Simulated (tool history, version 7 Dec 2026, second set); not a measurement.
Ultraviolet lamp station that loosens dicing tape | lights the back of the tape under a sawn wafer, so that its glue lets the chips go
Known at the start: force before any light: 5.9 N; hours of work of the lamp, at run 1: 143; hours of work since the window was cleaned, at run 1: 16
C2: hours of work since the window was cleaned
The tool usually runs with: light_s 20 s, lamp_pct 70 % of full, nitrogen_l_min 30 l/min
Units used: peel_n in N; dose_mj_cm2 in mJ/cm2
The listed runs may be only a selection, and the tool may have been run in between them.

Run 1, day 0: usual settings; hours of work of the lamp 143; C2 16. Result: peel_n 0.318 N, dose_mj_cm2 351 mJ/cm2.
Run 2, day 0.192: usual settings but lamp_pct 76 % of full; hours of work of the lamp 146; C2 19. Result: peel_n 0.277 N, dose_mj_cm2 375 mJ/cm2.
Run 3, day 0.404: usual settings; hours of work of the lamp 149; C2 22. Result: peel_n 0.329 N, dose_mj_cm2 352 mJ/cm2.
Run 4, day 0.692: usual settings but lamp_pct 90 % of full; hours of work of the lamp 154; C2 27. Result: peel_n 0.201 N, dose_mj_cm2 444 mJ/cm2.
Run 5, day 1: usual settings; hours of work of the lamp 158; C2 31. Result: peel_n 0.334 N, dose_mj_cm2 345 mJ/cm2.
Run 6, day 1.175: usual settings; hours of work of the lamp 161; C2 34. Result: peel_n 0.343 N, dose_mj_cm2 345 mJ/cm2.
Run 7, day 1.412: usual settings; hours of work of the lamp 164; C2 37. Result: peel_n 0.335 N, dose_mj_cm2 342 mJ/cm2.
Run 8, day 1.633: usual settings; hours of work of the lamp 168; C2 41. Result: peel_n 0.318 N, dose_mj_cm2 347 mJ/cm2.
Run 9, day 1.95: usual settings; hours of work of the lamp 172; C2 45. Result: peel_n 0.323 N, dose_mj_cm2 343 mJ/cm2.
Run 10, day 2.321: usual settings; hours of work of the lamp 178; C2 51. Result: peel_n 0.345 N, dose_mj_cm2 341 mJ/cm2.
Run 11, day 2.612: usual settings; hours of work of the lamp 182; C2 55. Result: peel_n 0.345 N, dose_mj_cm2 337 mJ/cm2.
Run 12, day 3.021: usual settings but nitrogen_l_min 15 l/min; hours of work of the lamp 188; C2 61. Result: peel_n 0.483 N, dose_mj_cm2 341 mJ/cm2.
Run 13, day 3.246: usual settings; hours of work of the lamp 192; C2 65. Result: peel_n 0.357 N, dose_mj_cm2 339 mJ/cm2.
Run 14, day 3.554: usual settings but light_s 25 s; hours of work of the lamp 196; C2 69. Result: peel_n 0.229 N, dose_mj_cm2 424 mJ/cm2.
Run 15, day 3.883: usual settings but light_s 25 s; hours of work of the lamp 201; C2 74. Result: peel_n 0.217 N, dose_mj_cm2 416 mJ/cm2.
Run 16, day 4.296: usual settings but light_s 25 s, nitrogen_l_min 33 l/min; hours of work of the lamp 207; C2 80. Result: peel_n 0.217 N, dose_mj_cm2 418 mJ/cm2.
At day 4.354: window cleaned of glue's vapour.
Run 17, day 4.729: usual settings but light_s 25 s, nitrogen_l_min 33 l/min; hours of work of the lamp 214; C2 6. Result: peel_n 0.234 N, dose_mj_cm2 409 mJ/cm2.
Run 18, day 5.004: usual settings but light_s 13 s; hours of work of the lamp 218; C2 10. Result: peel_n 0.85 N, dose_mj_cm2 207 mJ/cm2.
At day 5.258: window cleaned of glue's vapour, once more.
Run 19, day 5.279: usual settings but light_s 11 s; hours of work of the lamp 221; C2 0. Result: peel_n 1.028 N, dose_mj_cm2 191 mJ/cm2.
Run 20, day 5.5: usual settings but light_s 11 s, lamp_pct 92 % of full, nitrogen_l_min 15 l/min; hours of work of the lamp 225; C2 4. Result: peel_n 0.866 N, dose_mj_cm2 248 mJ/cm2.
Run 21, day 5.679: usual settings but nitrogen_l_min 11 l/min; hours of work of the lamp 227; C2 6. Result: peel_n 0.551 N, dose_mj_cm2 343 mJ/cm2.
Run 22, day 6.033: usual settings but light_s 40 s, nitrogen_l_min 42 l/min; hours of work of the lamp 233; C2 12. Result: peel_n 0.128 N, dose_mj_cm2 676 mJ/cm2.
Run 23, day 6.288: usual settings but light_s 40 s, nitrogen_l_min 42 l/min; hours of work of the lamp 237; C2 15. Result: peel_n 0.132 N, dose_mj_cm2 684 mJ/cm2.
Run 24, day 6.562: usual settings but light_s 40 s, nitrogen_l_min 42 l/min; hours of work of the lamp 241; C2 19. Result: peel_n 0.133 N, dose_mj_cm2 680 mJ/cm2.
Run 25, day 6.838: usual settings but light_s 24 s, lamp_pct 83 % of full; hours of work of the lamp 245; C2 24. Result: peel_n 0.174 N, dose_mj_cm2 484 mJ/cm2.
Run 26, day 7.15: usual settings but light_s 21 s, lamp_pct 97 % of full, nitrogen_l_min 59 l/min; hours of work of the lamp 249; C2 28. Result: peel_n 0.158 N, dose_mj_cm2 499 mJ/cm2.
Run 27, day 7.396: usual settings but light_s 21 s, lamp_pct 97 % of full, nitrogen_l_min 59 l/min; hours of work of the lamp 253; C2 32. Result: peel_n 0.143 N, dose_mj_cm2 494 mJ/cm2.
Run 28, day 7.654: usual settings but light_s 12 s, lamp_pct 97 % of full, nitrogen_l_min 23 l/min; hours of work of the lamp 257; C2 36. Result: peel_n 0.581 N, dose_mj_cm2 284 mJ/cm2.
Run 29, day 8.029: usual settings but light_s 13 s, lamp_pct 72 % of full; hours of work of the lamp 262; C2 41. Result: peel_n 0.795 N, dose_mj_cm2 225 mJ/cm2.
Run 30, day 8.354: usual settings but lamp_pct 91 % of full, nitrogen_l_min 34 l/min; hours of work of the lamp 267; C2 46. Result: peel_n 0.201 N, dose_mj_cm2 435 mJ/cm2.
Run 31, day 8.562: usual settings but lamp_pct 91 % of full, nitrogen_l_min 34 l/min; hours of work of the lamp 270; C2 49. Result: peel_n 0.203 N, dose_mj_cm2 436 mJ/cm2.
Run 32, day 8.996: usual settings but lamp_pct 94 % of full, nitrogen_l_min 13 l/min; hours of work of the lamp 277; C2 56. Result: peel_n 0.296 N, dose_mj_cm2 443 mJ/cm2.
Run 33, day 9.375: usual settings but light_s 11 s, lamp_pct 82 % of full, nitrogen_l_min 9 l/min; hours of work of the lamp 283; C2 61. Result: peel_n 1.364 N, dose_mj_cm2 213 mJ/cm2.
Run 34, day 9.625: usual settings but light_s 39 s, lamp_pct 64 % of full, nitrogen_l_min 35 l/min; hours of work of the lamp 286; C2 65. Result: peel_n 0.152 N, dose_mj_cm2 592 mJ/cm2.

What if the next run were any one of these 4? Each begins from the tool's condition after run 34:
Run A, day 9.95: usual settings but light_s 13 s, lamp_pct 68 % of full, nitrogen_l_min 46 l/min; hours of work of the lamp 291; C2 70. Result: peel_n ?, dose_mj_cm2 ?.
Run B, day 9.95: usual settings but lamp_pct 91 % of full, nitrogen_l_min 15 l/min; hours of work of the lamp 291; C2 70. Result: peel_n ?, dose_mj_cm2 ?.
Run C, day 9.95: usual settings but light_s 12 s; hours of work of the lamp 291; C2 70. Result: peel_n ?, dose_mj_cm2 ?.
Run D, day 9.95: usual settings but nitrogen_l_min 14 l/min; hours of work of the lamp 291; C2 70. Result: peel_n ?, dose_mj_cm2 ?.

run  peel_n  dose_mj_cm2
  A    0.75          209
  B    0.28          424
  C   0.924          199
  D   0.545          332
Without the tool's unlogged condition, the same runs would have read:
run  peel_n  dose_mj_cm2
  A   0.621          231
  B   0.229          469
  C   0.775          220
  D   0.444          367

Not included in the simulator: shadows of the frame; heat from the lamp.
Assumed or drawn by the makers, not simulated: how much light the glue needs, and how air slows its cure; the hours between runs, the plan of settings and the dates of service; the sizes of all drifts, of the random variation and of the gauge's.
